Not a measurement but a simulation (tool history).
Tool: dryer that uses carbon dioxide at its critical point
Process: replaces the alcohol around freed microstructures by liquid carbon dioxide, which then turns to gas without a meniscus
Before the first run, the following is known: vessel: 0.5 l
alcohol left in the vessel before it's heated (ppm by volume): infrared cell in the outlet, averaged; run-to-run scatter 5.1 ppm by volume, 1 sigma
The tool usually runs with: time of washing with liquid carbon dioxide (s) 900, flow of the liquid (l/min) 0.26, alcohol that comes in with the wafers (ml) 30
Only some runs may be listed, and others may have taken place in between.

| run | day | time of washing with liquid carbon dioxide (s) | flow of the liquid (l/min) | alcohol that comes in with the wafers (ml) | alcohol left in the vessel before it's heated (ppm by volume) |
|---|---|---|---|---|---|
| 1 | 0 | 900 | 0.26 | 30 | 209 |
| 2 | 2.267 | 900 | 0.26 | 30 | 213 |
| 3 | 4.65 | 900 | 0.26 | 30 | 229 |
| 4 | 5.971 | 900 | 0.26 | 30 | 228 |
| 5 | 7.258 | 900 | 0.26 | 30 | 237 |
| 6 | 9.162 | 540 | 0.26 | 30 | 1841 |
|  | 9.817 | inlet filter changed |
| 7 | 10.325 | 900 | 0.26 | 46 | 209 |
| 8 | 12.392 | 900 | 0.26 | 46 | 215 |
| 9 | 14.842 | 900 | 0.26 | 46 | 230 |
| 10 | 16.621 | 900 | 0.26 | 46 | 242 |
| 11 | 17.971 | 900 | 0.26 | 46 | 249 |
| 12 | 18.988 | 900 | 0.26 | 46 | 265 |
| 13 | 20.388 | 900 | 0.26 | 46 | 262 |
| 14 | 22.258 | 900 | 0.26 | 46 | 267 |
| 15 | 23.454 | 900 | 0.26 | 101 | 456 |
| 16 | 24.85 | 900 | 0.26 | 101 | 472 |
| 17 | 25.888 | 900 | 0.26 | 101 | 489 |
| 18 | 27.008 | 900 | 0.26 | 101 | 509 |
| 19 | 28.008 | 900 | 0.26 | 101 | 521 |
|  | 29.379 | purifier's bed changed |
| 20 | 29.617 | 900 | 0.26 | 101 | 400 |
| 21 | 31.975 | 900 | 0.26 | 101 | 436 |
| 22 | 34.208 | 900 | 0.26 | 87 | 395 |
| 23 | 36.554 | 900 | 0.26 | 87 | 430 |
| 24 | 38.842 | 900 | 0.26 | 40 | 217 |
| 25 | 41.05 | 900 | 0.38 | 57 | 53 |
| 26 | 42.312 | 1440 | 0.193 | 97 | 215 |
| 27 | 44.283 | 900 | 0.26 | 47 | 300 |
| 28 | 46.35 | 1140 | 0.271 | 67 | 112 |
|  | 46.762 | inlet filter changed |
| 29 | 48.721 | 900 | 0.205 | 108 | 1266 |
| 30 | 50.021 | 600 | 0.165 | 58 | 7465 |
| 31 | 51.946 | 780 | 0.26 | 26 | 257 |
| 32 | 52.975 | 780 | 0.26 | 44 | 395 |
| 33 | 54.208 | 780 | 0.26 | 44 | 393 |
| 34 | 56.454 | 1260 | 0.238 | 65 | 111 |
| 35 | 57.646 | 1260 | 0.238 | 65 | 118 |
| 36 | 60.071 | 780 | 0.24 | 99 | 1348 |
| 37 | 62.088 | 660 | 0.251 | 99 | 2408 |
| 38 | 63.904 | 660 | 0.173 | 99 | 9764 |
| 39 | 65.942 | 660 | 0.173 | 99 | 9776 |
| 40 | 67.821 | 660 | 0.173 | 99 | 10209 |
| 41 | 69.979 | 1440 | 0.26 | 30 | 126 |
| 42 | 72.075 | 1440 | 0.206 | 62 | 183 |
| 43 | 73.696 | 1440 | 0.206 | 62 | 183 |

What if the next run were any one of these 3? Each begins from the tool's condition after run 43:
| A | 75.421 | 1260 | 0.206 | 30 | ? |
| B | 75.421 | 900 | 0.164 | 30 | ? |
| C | 75.421 | 900 | 0.26 | 29 | ? |

| run | alcohol left in the vessel before it's heated (ppm by volume) |
|---|---|
| A | 214 |
| B | 1550 |
| C | 277 |
What these runs would have given with no unlogged condition in the tool:
| run | alcohol left in the vessel before it's heated (ppm by volume) |
|---|---|
| A | 37 |
| B | 946 |
| C | 80 |
